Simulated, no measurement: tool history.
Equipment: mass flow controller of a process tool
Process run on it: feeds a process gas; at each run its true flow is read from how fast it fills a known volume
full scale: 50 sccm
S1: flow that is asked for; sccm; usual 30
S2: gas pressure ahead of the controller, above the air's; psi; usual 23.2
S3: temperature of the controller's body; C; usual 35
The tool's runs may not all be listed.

run 1 hour=0 | S1=30 S2=23.2 S3=35 | true_flow_(%)=97.84
run 2 hour=85.7 | S1=30 S2=30.6 S3=35 | true_flow_(%)=97.55
run 3 hour=161.5 | S1=30 S2=30.6 S3=35 | true_flow_(%)=97.79
run 4 hour=203.9 | S1=5 S2=23.2 S3=35 | true_flow_(%)=96.7
run 5 hour=297.9 | S1=5 S2=23.2 S3=35 | true_flow_(%)=96.73
run 6 hour=393 | S1=30 S2=23.2 S3=35 | true_flow_(%)=97.74
run 7 hour=436.5 | S1=30 S2=23.2 S3=35 | true_flow_(%)=97.89
run 8 hour=494.6 | S1=30 S2=23.2 S3=35 | true_flow_(%)=97.86
run 9 hour=548.5 | S1=30 S2=23.2 S3=35 | true_flow_(%)=97.87
run 10 hour=616.4 | S1=21 S2=23.2 S3=35 | true_flow_(%)=97.29
run 11 hour=716.7 | S1=30 S2=23.2 S3=35 | true_flow_(%)=97.86
run 12 hour=794.3 | S1=30 S2=23.2 S3=24 | true_flow_(%)=98.78
run 13 hour=870.1 | S1=12 S2=23.2 S3=35 | true_flow_(%)=96.87
run 14 hour=966.5 | S1=30 S2=23.2 S3=35 | true_flow_(%)=97.69
run 15 hour=1038.3 | S1=30 S2=23.2 S3=35 | true_flow_(%)=97.69
run 16 hour=1132.8 | S1=30 S2=23.2 S3=35 | true_flow_(%)=97.78
run 17 hour=1202.3 | S1=30 S2=23.2 S3=35 | true_flow_(%)=97.7
run 18 hour=1265.9 | S1=30 S2=23.2 S3=35 | true_flow_(%)=97.81
run 19 hour=1338.6 | S1=30 S2=23.2 S3=35 | true_flow_(%)=97.78
run 20 hour=1398.8 | S1=30 S2=23.2 S3=35 | true_flow_(%)=97.91
run 21 hour=1485.5 | S1=13 S2=23.2 S3=39 | true_flow_(%)=96.64
run 22 hour=1531.3 | S1=5 S2=21.8 S3=24 | true_flow_(%)=97.91
run 23 hour=1606.1 | S1=5 S2=27.1 S3=40 | true_flow_(%)=96.42
run 24 hour=1686.2 | S1=10 S2=22 S3=21 | true_flow_(%)=98.05
run 25 hour=1783.5 | S1=30 S2=24.5 S3=23 | true_flow_(%)=98.66
run 26 hour=1866.5 | S1=30 S2=24.5 S3=23 | true_flow_(%)=98.82
run 27 hour=1946.8 | S1=8 S2=24.5 S3=23 | true_flow_(%)=97.85

Run 28 has not been measured yet. What should we expect?
run 28 hour=2031.5 | S1=12 S2=23.2 S3=23 | true_flow_(%)=?

{"run 28": {"true flow (%)": 97.98}}
Without the tool's hidden state the same run would have given true flow (%) 97.91.
